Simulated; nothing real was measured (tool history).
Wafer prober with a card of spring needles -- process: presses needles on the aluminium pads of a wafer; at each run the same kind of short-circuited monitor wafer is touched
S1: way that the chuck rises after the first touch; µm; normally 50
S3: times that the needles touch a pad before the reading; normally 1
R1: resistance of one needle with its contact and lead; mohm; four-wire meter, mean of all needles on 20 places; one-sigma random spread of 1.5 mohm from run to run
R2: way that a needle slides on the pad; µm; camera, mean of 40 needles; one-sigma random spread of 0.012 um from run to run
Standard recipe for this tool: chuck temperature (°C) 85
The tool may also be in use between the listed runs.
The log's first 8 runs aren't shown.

-- hour=203.8 tips cleaned on abrasive film
run 9 hour=208.3 | S1=50 chuck_temperature_(°C)=98 S3=1 | R1=195 R2=12.67
-- hour=229.7 tips cleaned on abrasive film
run 10 hour=238.5 | S1=50 chuck_temperature_(°C)=85 S3=1 | R1=229 R2=12.65
-- hour=255.2 tips cleaned on abrasive film
run 11 hour=257.1 | S1=50 chuck_temperature_(°C)=85 S3=1 | R1=177 R2=12.61
-- hour=280.9 tips cleaned on abrasive film
run 12 hour=290.5 | S1=30 chuck_temperature_(°C)=85 S3=1 | R1=438 R2=7.36
-- hour=305.8 tips cleaned on abrasive film
run 13 hour=319.1 | S1=50 chuck_temperature_(°C)=85 S3=1 | R1=266 R2=12.56
-- hour=332.3 tips cleaned on abrasive film
run 14 hour=353.8 | S1=50 chuck_temperature_(°C)=85 S3=1 | R1=296 R2=12.53
-- hour=360.2 tips cleaned on abrasive film
run 15 hour=371.3 | S1=50 chuck_temperature_(°C)=85 S3=1 | R1=259 R2=12.47
-- hour=386.6 tips cleaned on abrasive film
-- hour=403.5 height of the first contact set anew, once more
run 16 hour=408.2 | S1=50 chuck_temperature_(°C)=85 S3=1 | R1=284 R2=13.12
-- hour=414.0 tips cleaned on abrasive film
-- hour=439.9 tips cleaned on abrasive film
run 17 hour=447.8 | S1=50 chuck_temperature_(°C)=85 S3=1 | R1=232 R2=13.06
-- hour=466.6 tips cleaned on abrasive film
run 18 hour=475.0 | S1=59 chuck_temperature_(°C)=51 S3=1 | R1=207 R2=15.40
-- hour=491.7 tips cleaned on abrasive film
run 19 hour=493.5 | S1=59 chuck_temperature_(°C)=51 S3=1 | R1=156 R2=15.36
run 20 hour=511.7 | S1=59 chuck_temperature_(°C)=51 S3=1 | R1=248 R2=15.35
-- hour=516.7 tips cleaned on abrasive film
-- hour=541.8 tips cleaned on abrasive film
run 21 hour=542.0 | S1=59 chuck_temperature_(°C)=51 S3=1 | R1=140 R2=15.28
-- hour=566.9 tips cleaned on abrasive film
run 22 hour=578.2 | S1=59 chuck_temperature_(°C)=51 S3=1 | R1=222 R2=15.25
-- hour=594.6 tips cleaned on abrasive film
run 23 hour=599.5 | S1=33 chuck_temperature_(°C)=111 S3=1 | R1=301 R2=8.42
run 24 hour=615.7 | S1=63 chuck_temperature_(°C)=25 S3=2 | R1=195 R2=16.29
-- hour=619.9 tips cleaned on abrasive film
-- hour=645.6 tips cleaned on abrasive film
-- hour=645.9 height of the first contact set anew
run 25 hour=646.1 | S1=56 chuck_temperature_(°C)=30 S3=2 | R1=131 R2=14.66
-- hour=672.5 tips cleaned on abrasive film
run 26 hour=680.6 | S1=55 chuck_temperature_(°C)=85 S3=2 | R1=183 R2=14.38
-- hour=697.4 tips cleaned on abrasive film
run 27 hour=701.4 | S1=55 chuck_temperature_(°C)=85 S3=2 | R1=170 R2=14.38
run 28 hour=718.4 | S1=46 chuck_temperature_(°C)=60 S3=1 | R1=321 R2=11.98
-- hour=724.9 tips cleaned on abrasive film
run 29 hour=741.6 | S1=50 chuck_temperature_(°C)=48 S3=1 | R1=283 R2=13.02
-- hour=751.0 tips cleaned on abrasive film
run 30 hour=758.7 | S1=64 chuck_temperature_(°C)=48 S3=1 | R1=197 R2=16.66
-- hour=776.0 tips cleaned on abrasive film
run 31 hour=797.3 | S1=64 chuck_temperature_(°C)=48 S3=1 | R1=240 R2=16.65
-- hour=802.5 tips cleaned on abrasive film
-- hour=830.7 tips cleaned on abrasive film
run 32 hour=833.2 | S1=55 chuck_temperature_(°C)=75 S3=2 | R1=162 R2=14.22

Alternative continuations, all from the tool just after run 32; predict every row:
-- hour=856.3 tips cleaned on abrasive film
run A hour=856.3 | S1=55 chuck_temperature_(°C)=51 S3=2 | R1=? R2=?
-- hour=856.3 tips cleaned on abrasive film
run B hour=856.3 | S1=33 chuck_temperature_(°C)=85 S3=1 | R1=? R2=?
-- hour=856.3 tips cleaned on abrasive film
run C hour=856.3 | S1=41 chuck_temperature_(°C)=105 S3=2 | R1=? R2=?
-- hour=856.3 tips cleaned on abrasive film
run D hour=856.3 | S1=41 chuck_temperature_(°C)=35 S3=2 | R1=? R2=?

run=A R1=136 R2=14.20
run=B R1=176 R2=8.44
run=C R1=158 R2=10.52
run=D R1=148 R2=10.54
What these runs would have given with no unlogged condition in the tool:
run=A R1=126 R2=14.42
run=B R1=140 R2=8.66
run=C R1=143 R2=10.74
run=D R1=132 R2=10.76
